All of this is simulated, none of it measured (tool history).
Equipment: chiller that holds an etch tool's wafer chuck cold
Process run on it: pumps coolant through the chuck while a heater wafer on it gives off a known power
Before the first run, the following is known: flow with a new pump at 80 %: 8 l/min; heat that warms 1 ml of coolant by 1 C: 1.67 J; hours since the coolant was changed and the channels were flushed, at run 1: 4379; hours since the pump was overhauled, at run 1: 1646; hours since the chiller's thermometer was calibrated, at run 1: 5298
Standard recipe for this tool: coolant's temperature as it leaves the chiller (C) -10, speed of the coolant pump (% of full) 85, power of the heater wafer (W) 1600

run   hour  coolant's temperature as it leaves the chiller (C)  speed of the coolant pump (% of full)  power of the heater wafer (W)  hours since the coolant was changed and the channels were flushed  hours since the pump was overhauled  hours since the chiller's thermometer was calibrated  chuck's temperature once it has settled (C)  how much warmer the coolant comes back (C)
  1    0.0                                                 -10                                     85                           1600                                                               4379                                 1646                                                  5298                                          2.1                                        6.75
  2   35.7                                                 -10                                     85                           1403                                                               4414                                 1682                                                  5334                                          0.7                                        5.88
  3   94.4                                                 -10                                     85                           1403                                                               4473                                 1741                                                  5392                                          0.8                                        5.92
  4  154.0                                                 -10                                     85                           1403                                                               4533                                 1800                                                  5452                                          0.7                                        5.94
  5  203.4                                                 -10                                     85                           1403                                                               4582                                 1850                                                  5501                                          0.5                                        5.97
  6  231.5                                                  -6                                     85                           1403                                                               4610                                 1878                                                  5529                                          4.5                                        5.82
  7  279.4                                                 -10                                     85                           1408                                                               4658                                 1926                                                  5577                                          0.7                                        5.87
  8  317.8                                                 -18                                     85                           2130                                                               4697                                 1964                                                  5616                                         -1.9                                        8.94

Estimate the outcome of run 9 from the log above:
  9  349.5                                                 -13                                     70                           1041                                                               4728                                 1996                                                  5647                                            ?                                           ?

Run 9 produced chuck's temperature once it has settled (C) -3.8, how much warmer the coolant comes back (C) 5.38.
The same run, on a tool lacking any hidden state, would have yielded chuck's temperature once it has settled (C) -3.8, how much warmer the coolant comes back (C) 5.43.
